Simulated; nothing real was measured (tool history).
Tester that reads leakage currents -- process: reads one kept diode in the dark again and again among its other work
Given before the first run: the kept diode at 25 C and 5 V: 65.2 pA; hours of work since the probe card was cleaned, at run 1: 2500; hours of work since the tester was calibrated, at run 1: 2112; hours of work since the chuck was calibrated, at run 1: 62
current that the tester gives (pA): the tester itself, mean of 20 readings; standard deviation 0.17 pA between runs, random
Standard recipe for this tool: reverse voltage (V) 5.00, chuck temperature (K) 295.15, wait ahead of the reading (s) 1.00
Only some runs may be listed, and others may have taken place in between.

run      day  reverse voltage (V)  chuck temperature (K)  wait ahead of the reading (s)  hours of work since the probe card was cleaned  hours of work since the tester was calibrated  hours of work since the chuck was calibrated  current that the tester gives (pA)
  1    0.000                 5.00                 295.15                           1.00                                            2500                                           2112                                            62                               62.29
  2    2.042                 5.00                 295.15                           1.00                                            2532                                           2145                                            94                               61.95
  3    6.183                 5.00                 295.15                           0.46                                            2599                                           2211                                           161                               63.49
  4    8.238                 5.00                 295.15                           2.31                                            2632                                           2244                                           194                               60.85
  5   10.425                 5.00                 295.15                           3.63                                            2667                                           2279                                           229                               60.86
  6   13.958                 5.00                 295.15                           3.63                                            2723                                           2336                                           285                               60.81
  7   16.746                 5.00                 295.15                           3.63                                            2768                                           2380                                           330                               60.53
      18.388  -- probe card cleaned and baked
  8   20.388                 5.00                 295.15                           1.32                                              32                                           2437                                           386                               51.79
  9   24.025                 5.00                 295.15                           1.32                                              90                                           2495                                           445                               51.75
 10   26.396                 5.00                 295.15                           1.32                                             128                                           2533                                           482                               51.90
 11   30.267                 5.00                 307.15                           1.00                                             190                                           2595                                           545                              124.83
 12   34.088                 5.00                 307.15                           1.00                                             251                                           2656                                           606                              124.29
 13   37.475                 5.00                 307.15                           1.00                                             306                                           2710                                           660                              124.07
 14   40.662                 5.00                 295.15                           1.00                                             357                                           2761                                           711                               51.31
 15   42.500                 5.00                 295.15                           8.49                                             386                                           2791                                           740                               50.18
 16   44.388                 5.00                 317.15                           1.00                                             416                                           2821                                           771                              245.22
 17   47.838                 5.00                 317.15                           1.00                                             472                                           2876                                           826                              243.47
 18   49.888                 5.00                 314.15                           1.00                                             505                                           2909                                           859                              197.95
 19   52.571                 7.62                 295.15                           1.00                                             547                                           2952                                           902                               59.69
 20   54.392                 5.00                 315.15                           1.00                                             577                                           2981                                           931                              210.07
 21   57.962                 5.00                 313.15                           1.00                                             634                                           3038                                           988                              183.79
 22   60.392                 5.00                 313.15                           1.00                                             673                                           3077                                          1027                              182.81
 23   64.429                 5.00                 329.15                           1.00                                             737                                           3142                                          1092                              520.07
 24   68.604                 5.00                 307.15                           1.00                                             804                                           3209                                          1158                              118.89
 25   72.396                 5.00                 307.15                           1.00                                             865                                           3269                                          1219                              117.90
 26   76.588                 1.28                 295.15                           5.29                                             932                                           3337                                          1286                               30.48
 27   79.429                 1.28                 318.15                           4.09                                             978                                           3382                                          1332                              160.21
 28   81.512                 1.28                 318.15                           4.09                                            1011                                           3415                                          1365                              159.93
 29   85.362                 8.21                 294.15                           0.65                                            1073                                           3477                                          1427                               58.13
 30   87.712                 8.21                 294.15                           0.65                                            1110                                           3515                                          1465                               58.53
 31   91.521                 5.00                 326.15                           0.63                                            1171                                           3576                                          1526                              415.66
      95.225  -- chuck's temperature calibrated
 32   95.883                 3.17                 294.15                           0.38                                            1240                                           3644                                            11                               47.03
 33   97.988                 3.17                 294.15                           0.38                                            1274                                           3678                                            44                               46.92
 34  100.283                 2.31                 317.15                           3.45                                            1310                                           3715                                            81                              203.06
 35  102.600                11.52                 295.15                           1.00                                            1347                                           3752                                           118                               80.68
 36  106.079                11.52                 315.15                           1.56                                            1403                                           3808                                           174                              300.91
 37  109.296                16.01                 310.15                           0.34                                            1455                                           3859                                           225                              254.86
 38  113.492                16.01                 310.15                           4.35                                            1522                                           3926                                           293                              241.33
 39  116.975                 1.75                 321.15                           0.42                                            1578                                           3982                                           348                              236.93

Hidden state or all else? Some run-to-run changes of current that the tester gives (pA), split into what the settings, what came in and random variation would give without the hidden state, and what is left for the hidden state (with any gauge scatter that isn't in both results):
What the log doesn't record here: stray current of the dirty probe card, pA a volt; current scale over the true one, %; true chuck temperature over the reading, C; drift of the gauge itself on leakage_pa, %.
Run 23 -> 24: chuck temperature (K) 329.15 -> 307.15. current that the tester gives (pA) -401.18: hidden state +31.31, all else -432.49.
Run 30 -> 31: reverse voltage (V) 8.21 -> 5.00, chuck temperature (K) 294.15 -> 326.15, wait ahead of the reading (s) 0.65 -> 0.63. current that the tester gives (pA) +357.13: hidden state -46.99, all else +404.12.
Run 31 -> 32: reverse voltage (V) 5.00 -> 3.17, chuck temperature (K) 326.15 -> 294.15, wait ahead of the reading (s) 0.63 -> 0.38, chuck's temperature calibrated. current that the tester gives (pA) -368.63: hidden state +51.52, all else -420.15.
